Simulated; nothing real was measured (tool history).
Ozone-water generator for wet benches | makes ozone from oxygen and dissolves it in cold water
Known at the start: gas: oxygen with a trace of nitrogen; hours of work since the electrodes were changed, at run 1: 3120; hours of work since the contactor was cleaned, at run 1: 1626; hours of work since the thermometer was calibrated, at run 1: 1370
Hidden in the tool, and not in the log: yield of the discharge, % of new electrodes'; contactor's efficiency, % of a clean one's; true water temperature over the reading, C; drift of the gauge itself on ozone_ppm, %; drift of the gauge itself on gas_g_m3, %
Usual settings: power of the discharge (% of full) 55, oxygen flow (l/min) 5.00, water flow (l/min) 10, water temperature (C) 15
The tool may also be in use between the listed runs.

| run | hour | power of the discharge (% of full) | oxygen flow (l/min) | water flow (l/min) | water temperature (C) | hours of work since the electrodes were changed | hours of work since the contactor was cleaned | hours of work since the thermometer was calibrated | dissolved ozone (ppm) | ozone in the gas ahead of the water (g/m3) |
|---|---|---|---|---|---|---|---|---|---|---|
| 1 | 0.0 | 55 | 5.00 | 10 | 15 | 3120 | 1626 | 1370 | 26.2 | 175.6 |
| 2 | 213.3 | 54 | 5.00 | 10 | 15 | 3288 | 1794 | 1538 | 26.3 | 173.2 |
| 3 | 384.1 | 54 | 5.00 | 10 | 15 | 3423 | 1929 | 1673 | 25.9 | 174.1 |
| 4 | 550.0 | 55 | 5.00 | 10 | 15 | 3554 | 2060 | 1804 | 26.1 | 176.1 |
| 5 | 774.7 | 55 | 5.00 | 10 | 15 | 3731 | 2237 | 1981 | 26.4 | 174.8 |
| 6 | 900.0 | 55 | 5.00 | 10 | 15 | 3830 | 2336 | 2080 | 26.0 | 174.3 |
|  | 939.1 | contactor cleaned |
| 7 | 1130.6 | 55 | 5.00 | 10 | 15 | 4009 | 151 | 2259 | 26.5 | 175.4 |
| 8 | 1322.3 | 55 | 5.00 | 10 | 15 | 4160 | 302 | 2410 | 26.5 | 176.1 |
| 9 | 1480.8 | 55 | 5.00 | 10 | 15 | 4285 | 427 | 2535 | 26.1 | 176.9 |
| 10 | 1677.0 | 55 | 5.00 | 10 | 15 | 4440 | 582 | 2690 | 26.4 | 175.2 |
| 11 | 1792.5 | 55 | 5.00 | 10 | 15 | 4531 | 673 | 2781 | 26.4 | 176.8 |
| 12 | 1932.6 | 55 | 5.00 | 10 | 15 | 4642 | 784 | 2892 | 26.2 | 177.0 |
| 13 | 2028.5 | 55 | 5.00 | 12 | 15 | 4717 | 860 | 2967 | 23.5 | 177.2 |
| 14 | 2218.5 | 55 | 5.00 | 8 | 15 | 4867 | 1010 | 3117 | 30.1 | 176.4 |
| 15 | 2404.4 | 55 | 8.42 | 8 | 15 | 5014 | 1156 | 3264 | 29.6 | 147.2 |
| 16 | 2546.1 | 99 | 5.00 | 6 | 15 | 5126 | 1268 | 3376 | 51.9 | 263.1 |
| 17 | 2661.3 | 99 | 5.00 | 6 | 15 | 5217 | 1359 | 3467 | 51.9 | 261.3 |
| 18 | 2883.5 | 57 | 6.23 | 9 | 8 | 5392 | 1534 | 3642 | 33.5 | 167.1 |
|  | 2931.9 | water thermometer calibrated |
| 19 | 2982.0 | 41 | 4.53 | 12 | 15 | 5469 | 1612 | 39 | 19.2 | 150.2 |
| 20 | 3128.6 | 55 | 5.00 | 7 | 15 | 5585 | 1727 | 155 | 32.2 | 176.4 |
|  | 3324.5 | electrodes of the discharge changed |
| 21 | 3357.5 | 55 | 4.02 | 10 | 15 | 26 | 1903 | 331 | 25.6 | 189.0 |
| 22 | 3537.4 | 55 | 5.00 | 10 | 12 | 168 | 2045 | 473 | 27.8 | 177.5 |

Run 23 comes next. What will it give?
| 23 | 3735.5 | 55 | 5.00 | 10 | 12 | 324 | 2202 | 629 | ? | ? |

Run 23 gave dissolved ozone (ppm) 27.8, ozone in the gas ahead of the water (g/m3) 176.2.
Without the tool's hidden state the same run would have given dissolved ozone (ppm) 27.8, ozone in the gas ahead of the water (g/m3) 176.3.
